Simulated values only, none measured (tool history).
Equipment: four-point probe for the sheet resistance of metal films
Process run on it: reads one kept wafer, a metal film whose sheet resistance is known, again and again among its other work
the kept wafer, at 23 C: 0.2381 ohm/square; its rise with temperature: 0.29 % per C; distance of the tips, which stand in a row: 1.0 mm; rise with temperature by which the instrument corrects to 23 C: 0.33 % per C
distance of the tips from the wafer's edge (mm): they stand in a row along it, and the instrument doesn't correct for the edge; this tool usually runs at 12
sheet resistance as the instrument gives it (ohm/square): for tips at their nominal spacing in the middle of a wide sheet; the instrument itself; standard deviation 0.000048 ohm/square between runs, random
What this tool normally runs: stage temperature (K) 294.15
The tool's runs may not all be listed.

run     day  stage temperature (K)  distance of the tips from the wafer's edge (mm)  sheet resistance as the instrument gives it (ohm/square)
  1       0                 294.15                                               12                                                  0.239135
  2   0.779                 302.15                                               12                                                  0.238381
  3   1.908                 297.15                                               12                                                  0.238843
  4   2.862                 302.15                                               12                                                  0.238396
  5   3.842                 294.15                                               12                                                  0.239098
  6    4.85                 294.15                                               12                                                  0.239208
  7   6.179                 294.15                                               12                                                  0.239131
  8   6.838                 294.15                                               12                                                   0.23912
  9     8.3                 294.15                                               12                                                  0.239103
 10   9.808                 294.15                                                7                                                  0.240889
 11  11.129                 294.15                                                7                                                  0.240826
 12  11.775                 294.15                                               12                                                  0.239206
 13  12.488                 294.15                                               12                                                  0.239168
 14  13.825                 294.15                                               14                                                  0.238819
 15   14.55                 294.15                                               14                                                  0.238853
     14.888  -- new probe head fitted
 16  15.521                 294.15                                               14                                                  0.238912
 17  16.583                 294.15                                               10                                                  0.239619
 18  17.496                 292.15                                                4                                                  0.246168
 19  18.421                 292.15                                                4                                                  0.246214
 20  19.817                 292.15                                                4                                                  0.246229
 21   20.75                 295.15                                               40                                                  0.238272
 22  21.892                 297.15                                                6                                                  0.241502
 23  22.796                 298.15                                               46                                                  0.237977
 24  23.983                 293.15                                               45                                                  0.238379
 25  24.883                 293.15                                               45                                                  0.238411
 26  25.771                 293.15                                               29                                                  0.238585
 27  26.625                 305.15                                               12                                                  0.238241
 28  28.079                 292.15                                                5                                                  0.243521
 29  29.546                 295.15                                               33                                                  0.238288
 30  30.721                 303.15                                                9                                                  0.239015
 31  32.038                 303.15                                                9                                                  0.239031
 32  32.742                 303.15                                                9                                                  0.239018

Below are 5 alternative next runs, each starting from the tool's condition after run 32. Predict each:
  A  34.058                 294.15                                               27                                                         ?
  B  34.058                 292.15                                                9                                                         ?
  C  34.058                 299.15                                               30                                                         ?
  D  34.058                 305.15                                                4                                                         ?
  E  34.058                 294.15                                               62                                                         ?

run  sheet resistance as the instrument gives it (ohm/square)
  A                                                   0.23842
  B                                                  0.240053
  C                                                  0.237986
  D                                                  0.245009
  E                                                  0.238358
The same runs, with their run-to-run variation unchanged, on a tool lacking any hidden condition would have given:
run  sheet resistance as the instrument gives it (ohm/square)
  A                                                  0.238426
  B                                                  0.240059
  C                                                  0.237993
  D                                                  0.245015
  E                                                  0.238364
